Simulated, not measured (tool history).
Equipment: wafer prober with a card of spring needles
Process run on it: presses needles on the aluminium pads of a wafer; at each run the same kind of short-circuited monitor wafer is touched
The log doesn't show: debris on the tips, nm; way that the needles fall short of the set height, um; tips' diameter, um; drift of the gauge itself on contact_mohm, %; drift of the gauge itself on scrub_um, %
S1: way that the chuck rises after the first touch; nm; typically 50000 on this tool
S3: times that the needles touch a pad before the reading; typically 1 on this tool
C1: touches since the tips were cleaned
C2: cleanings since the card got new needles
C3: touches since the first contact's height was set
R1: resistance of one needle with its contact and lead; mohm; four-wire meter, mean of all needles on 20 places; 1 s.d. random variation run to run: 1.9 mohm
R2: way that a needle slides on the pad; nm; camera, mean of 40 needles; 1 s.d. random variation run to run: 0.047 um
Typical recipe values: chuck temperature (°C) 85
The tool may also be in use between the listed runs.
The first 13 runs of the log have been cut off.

Run 14, hour 177.4: usual settings but S1 32000 nm; C1 5262; C2 40; C3 52709. Result: R1 221 mohm, R2 6770 nm.
At hour 178.6: tips cleaned on abrasive film.
Run 15, hour 189.0: usual settings but S1 31000 nm; C1 4233; C2 41; C3 57394. Result: R1 219 mohm, R2 6600 nm.
At hour 192.9: tips cleaned on abrasive film.
Run 16, hour 200.2: usual settings but S1 31000 nm; C1 2942; C2 42; C3 61891. Result: R1 218 mohm, R2 6560 nm.
At hour 206.4: tips cleaned on abrasive film.
Run 17, hour 209.3: usual settings but S1 45000 nm; C1 1155; C2 43; C3 65539. Result: R1 204 mohm, R2 9470 nm.
Run 18, hour 216.8: usual settings but chuck temperature (°C) 35; C1 4200; C2 43; C3 68584. Result: R1 186 mohm, R2 10560 nm.
At hour 221.0: tips cleaned on abrasive film.
Run 19, hour 231.1: usual settings but S1 39000 nm, chuck temperature (°C) 71; C1 4076; C2 44; C3 74352. Result: R1 204 mohm, R2 8130 nm.
At hour 235.5: tips cleaned on abrasive film.
Run 20, hour 240.5: usual settings but S1 39000 nm, chuck temperature (°C) 71; C1 2042; C2 45; C3 78158. Result: R1 205 mohm, R2 8240 nm.
At hour 249.4: tips cleaned on abrasive film.
Run 21, hour 254.5: usual settings but S1 33000 nm, chuck temperature (°C) 63; C1 2083; C2 46; C3 83794. Result: R1 208 mohm, R2 6920 nm.
At hour 262.9: tips cleaned on abrasive film.
Run 22, hour 268.5: usual settings but S1 33000 nm, chuck temperature (°C) 63; C1 2297; C2 47; C3 89446. Result: R1 214 mohm, R2 7040 nm.

Estimate the outcome of run 23 from the log above:
At hour 277.1: tips cleaned on abrasive film.
Run 23, hour 280.4: usual settings but S1 33000 nm, chuck temperature (°C) 63; C1 1312; C2 48; C3 94219. Result: R1 ?, R2 ?.

Run 23 gave R1 210 mohm, R2 6970 nm.
The same run, on a tool lacking any hidden state, would have yielded R1 210 mohm, R2 6970 nm.
